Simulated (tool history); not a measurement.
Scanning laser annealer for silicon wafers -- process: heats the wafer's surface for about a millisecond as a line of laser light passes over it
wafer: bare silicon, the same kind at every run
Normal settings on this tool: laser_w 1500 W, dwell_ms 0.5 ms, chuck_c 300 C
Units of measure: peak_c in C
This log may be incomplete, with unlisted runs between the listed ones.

| run | day | laser_w | dwell_ms | chuck_c | peak_c |
|---|---|---|---|---|---|
| 1 | 0 | 1500 | 0.5 | 300 | 984 |
| 2 | 0.725 | 1500 | 0.5 | 300 | 985 |
| 3 | 1.229 | 1500 | 0.446 | 300 | 944 |
| 4 | 1.65 | 1500 | 0.446 | 300 | 940 |
| 5 | 2.088 | 1500 | 0.446 | 300 | 941 |
| 6 | 2.45 | 1493 | 0.5 | 300 | 979 |
| 7 | 2.812 | 1493 | 0.5 | 300 | 974 |
| 8 | 3.292 | 1493 | 0.5 | 286 | 960 |
| 9 | 3.925 | 1493 | 0.5 | 286 | 960 |
| 10 | 4.512 | 1500 | 0.48 | 314 | 978 |
| 11 | 5.158 | 1619 | 0.364 | 315 | 939 |
| 12 | 5.8 | 1516 | 0.481 | 332 | 1000 |
| 13 | 6.183 | 1516 | 0.481 | 332 | 1002 |
| 14 | 6.671 | 1535 | 0.434 | 332 | 974 |
| 15 | 7.058 | 1535 | 0.434 | 332 | 976 |
| 16 | 7.754 | 1500 | 0.356 | 269 | 830 |
| 17 | 8.271 | 1291 | 0.5 | 300 | 868 |

Forecast each of these 4 alternatives for the next run:
| A | 8.904 | 1331 | 0.5 | 300 | ? |
| B | 8.904 | 1294 | 0.514 | 300 | ? |
| C | 8.904 | 1420 | 0.398 | 300 | ? |
| D | 8.904 | 1279 | 0.404 | 264 | ? |

| run | peak_c |
|---|---|
| A | 883 |
| B | 876 |
| C | 858 |
| D | 764 |
With the hidden condition removed and each run's random variation left untouched, the same runs would have given:
| run | peak_c |
|---|---|
| A | 918 |
| B | 910 |
| C | 891 |
| D | 793 |
